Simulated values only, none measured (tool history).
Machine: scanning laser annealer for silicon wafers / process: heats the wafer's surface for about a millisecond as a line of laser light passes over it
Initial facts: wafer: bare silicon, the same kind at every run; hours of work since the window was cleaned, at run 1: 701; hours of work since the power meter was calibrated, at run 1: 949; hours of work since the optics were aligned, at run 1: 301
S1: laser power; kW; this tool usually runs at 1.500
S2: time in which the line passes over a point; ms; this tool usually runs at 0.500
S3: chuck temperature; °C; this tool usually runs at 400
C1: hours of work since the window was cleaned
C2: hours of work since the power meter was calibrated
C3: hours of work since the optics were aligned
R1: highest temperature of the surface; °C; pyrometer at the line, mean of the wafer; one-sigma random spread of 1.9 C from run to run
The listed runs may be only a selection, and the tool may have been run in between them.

run,hour,S1,S2,S3,C1,C2,C3,R1
1,0.0,1.500,0.500,400,701,949,301,1102
2,61.2,1.500,0.500,400,731,978,331,1105
3,113.2,1.500,0.500,400,756,1003,356,1105
4,150.8,1.500,0.459,400,774,1021,374,1068
# hour 177.5: window over the wafer cleaned
5,196.4,1.500,0.459,440,9,1042,395,1103
6,267.1,1.500,0.459,440,43,1077,429,1098
7,327.3,1.500,0.520,400,72,1106,458,1111
# hour 392.4: window over the wafer cleaned, once more
8,392.4,1.463,0.520,400,0,1136,488,1123
9,426.0,1.500,0.500,400,16,1152,504,1122
10,478.4,1.500,0.500,400,41,1177,530,1124
11,540.5,1.500,0.500,425,71,1207,560,1149
12,598.3,1.500,0.500,425,99,1235,587,1144
13,637.3,1.500,0.500,425,118,1254,606,1145
14,673.5,1.500,0.500,434,135,1271,624,1156
15,706.6,1.500,0.500,427,151,1287,640,1146
16,742.6,1.500,0.393,408,169,1305,657,1034
17,788.3,1.500,0.504,400,191,1327,679,1125
18,821.4,1.500,0.504,400,207,1343,695,1121
19,859.0,1.510,0.500,400,225,1361,713,1125
20,916.8,1.510,0.500,400,253,1388,741,1123
21,987.5,1.510,0.500,400,287,1422,775,1123
22,1024.9,1.455,0.471,395,305,1441,793,1064
23,1073.8,1.455,0.471,395,328,1464,816,1062
24,1125.1,1.290,0.366,400,353,1489,841,906
25,1180.8,1.290,0.366,414,380,1516,868,918

Across each entry between runs, compare the hidden state at the last listed run before it with the hidden state at the first listed run after it:
Runs 4 to 5: window over the wafer cleaned (hour 177.5)
  light that passes the window, % of a clean one's: 97.36 -> 96.13; laser's true power over the reading, %: 0.29 -> 0.3; width of the line over the set one, %: 0.79 -> 0.83
  difference, measured minus the result without the unlogged condition, R1: -20 -> -30 °C
Runs 7 to 8: window over the wafer cleaned, once more (hour 392.4)
  light that passes the window, % of a clean one's: 95.94 -> 99.96; laser's true power over the reading, %: 0.32 -> 0.34; width of the line over the set one, %: 0.92 -> 0.96
  difference, measured minus the result without the unlogged condition, R1: -33 -> -1 °C
